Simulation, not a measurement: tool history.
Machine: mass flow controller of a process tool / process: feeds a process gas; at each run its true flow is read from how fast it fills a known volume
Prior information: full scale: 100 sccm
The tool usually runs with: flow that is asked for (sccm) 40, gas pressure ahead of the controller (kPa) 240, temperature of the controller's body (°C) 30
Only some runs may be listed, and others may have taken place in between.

run,day,flow that is asked for (sccm),gas pressure ahead of the controller (kPa),temperature of the controller's body (°C),true flow (%)
1,0,40,240,30,99.47
2,5.212,40,240,30,99.46
3,13.962,40,240,30,99.51
4,19.571,40,240,30,99.5
5,24.288,40,240,29,99.37
6,28.988,40,240,22,98.7
7,35.971,10,240,30,98.19
8,42.921,40,240,30,99.43
9,47.204,40,240,30,99.61
10,53.029,78,240,30,100.12
11,61.458,78,240,30,100.03
12,69.667,40,240,30,99.51
13,77.954,92,240,30,100.23
# day 78.508: controller's zero set anew
14,86.408,92,240,30,100.29
15,95.588,92,240,30,100.29
# day 102.696: controller's zero set anew, once more
16,103.517,12,200,24,99.1
17,108.758,12,215,29,99.46
18,116.775,12,215,29,99.26
19,122.392,25,199,30,99.78
20,131.517,40,221,20,98.98
21,137.217,40,221,20,99.16
22,142.279,17,159,24,99.12
23,150.783,34,162,22,99.37
24,154.688,34,162,22,99.38
25,159.5,34,162,22,99.35
26,168.475,34,162,22,99.4
27,173.075,18,189,22,98.55
28,178.846,10,238,26,97.75
29,184.55,14,235,21,97.84

Hidden state or all else? Some run-to-run changes of true flow (%), split into what the settings, what came in and random variation would give without the hidden state, and what is left for the hidden state (with any gauge scatter that isn't in both results):
The hidden state here: flow at rest that the sensor doesn't see, % of full scale; true flow over the shown one, %; drift of the gauge itself on true_pct, %.
Run 6 -> 7: flow that is asked for (sccm) 40 -> 10, temperature of the controller's body (°C) 22 -> 30. true flow (%) -0.51: hidden state -0.89, all else +0.38.
Run 7 -> 8: flow that is asked for (sccm) 10 -> 40. true flow (%) +1.24: hidden state +0.88, all else +0.36.
Run 15 -> 16: flow that is asked for (sccm) 92 -> 12, gas pressure ahead of the controller (kPa) 240 -> 200, temperature of the controller's body (°C) 30 -> 24, controller's zero set anew, once more. true flow (%) -1.19: hidden state +0.14, all else -1.33.
